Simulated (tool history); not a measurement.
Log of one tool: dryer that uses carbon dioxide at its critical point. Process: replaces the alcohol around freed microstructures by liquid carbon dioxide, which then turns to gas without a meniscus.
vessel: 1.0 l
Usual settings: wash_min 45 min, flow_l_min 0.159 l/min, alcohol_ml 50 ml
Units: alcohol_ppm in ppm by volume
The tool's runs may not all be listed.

run 1 day=0.000 | wash_min=45 flow_l_min=0.159 alcohol_ml=50 | alcohol_ppm=412
run 2 day=0.683 | wash_min=45 flow_l_min=0.159 alcohol_ml=50 | alcohol_ppm=411
run 3 day=1.279 | wash_min=45 flow_l_min=0.159 alcohol_ml=50 | alcohol_ppm=428
run 4 day=1.650 | wash_min=45 flow_l_min=0.159 alcohol_ml=50 | alcohol_ppm=442
run 5 day=2.158 | wash_min=45 flow_l_min=0.159 alcohol_ml=50 | alcohol_ppm=418
run 6 day=2.938 | wash_min=45 flow_l_min=0.159 alcohol_ml=27 | alcohol_ppm=252
run 7 day=3.312 | wash_min=45 flow_l_min=0.159 alcohol_ml=27 | alcohol_ppm=265
-- day=3.808 inlet filter changed
run 8 day=3.808 | wash_min=45 flow_l_min=0.159 alcohol_ml=27 | alcohol_ppm=137
run 9 day=4.638 | wash_min=45 flow_l_min=0.159 alcohol_ml=27 | alcohol_ppm=134
run 10 day=5.467 | wash_min=45 flow_l_min=0.159 alcohol_ml=20 | alcohol_ppm=112
run 11 day=6.296 | wash_min=45 flow_l_min=0.159 alcohol_ml=20 | alcohol_ppm=120
run 12 day=7.104 | wash_min=45 flow_l_min=0.159 alcohol_ml=50 | alcohol_ppm=251
run 13 day=7.754 | wash_min=45 flow_l_min=0.239 alcohol_ml=85 | alcohol_ppm=58
run 14 day=8.258 | wash_min=39 flow_l_min=0.244 alcohol_ml=95 | alcohol_ppm=106
run 15 day=9.083 | wash_min=39 flow_l_min=0.169 alcohol_ml=95 | alcohol_ppm=722
run 16 day=9.738 | wash_min=42 flow_l_min=0.167 alcohol_ml=71 | alcohol_ppm=425
run 17 day=10.517 | wash_min=35 flow_l_min=0.151 alcohol_ml=46 | alcohol_ppm=923
run 18 day=11.312 | wash_min=41 flow_l_min=0.197 alcohol_ml=32 | alcohol_ppm=112
run 19 day=11.975 | wash_min=41 flow_l_min=0.197 alcohol_ml=32 | alcohol_ppm=120
run 20 day=12.617 | wash_min=41 flow_l_min=0.197 alcohol_ml=32 | alcohol_ppm=120
run 21 day=13.267 | wash_min=38 flow_l_min=0.122 alcohol_ml=51 | alcohol_ppm=1742
run 22 day=13.779 | wash_min=38 flow_l_min=0.122 alcohol_ml=51 | alcohol_ppm=1738
run 23 day=14.383 | wash_min=41 flow_l_min=0.098 alcohol_ml=48 | alcohol_ppm=2559

4 ways to go on from here, each from the tool as it stands after run 23. What would each give?
run A day=15.071 | wash_min=45 flow_l_min=0.248 alcohol_ml=96 | alcohol_ppm=?
run B day=15.071 | wash_min=70 flow_l_min=0.252 alcohol_ml=24 | alcohol_ppm=?
run C day=15.071 | wash_min=41 flow_l_min=0.096 alcohol_ml=30 | alcohol_ppm=?
run D day=15.071 | wash_min=45 flow_l_min=0.126 alcohol_ml=50 | alcohol_ppm=?

run=A alcohol_ppm=68
run=B alcohol_ppm=43
run=C alcohol_ppm=1759
run=D alcohol_ppm=848
Without the tool's hidden state the same runs would have given:
run=A alcohol_ppm=20
run=B alcohol_ppm=6
run=C alcohol_ppm=1457
run=D alcohol_ppm=641
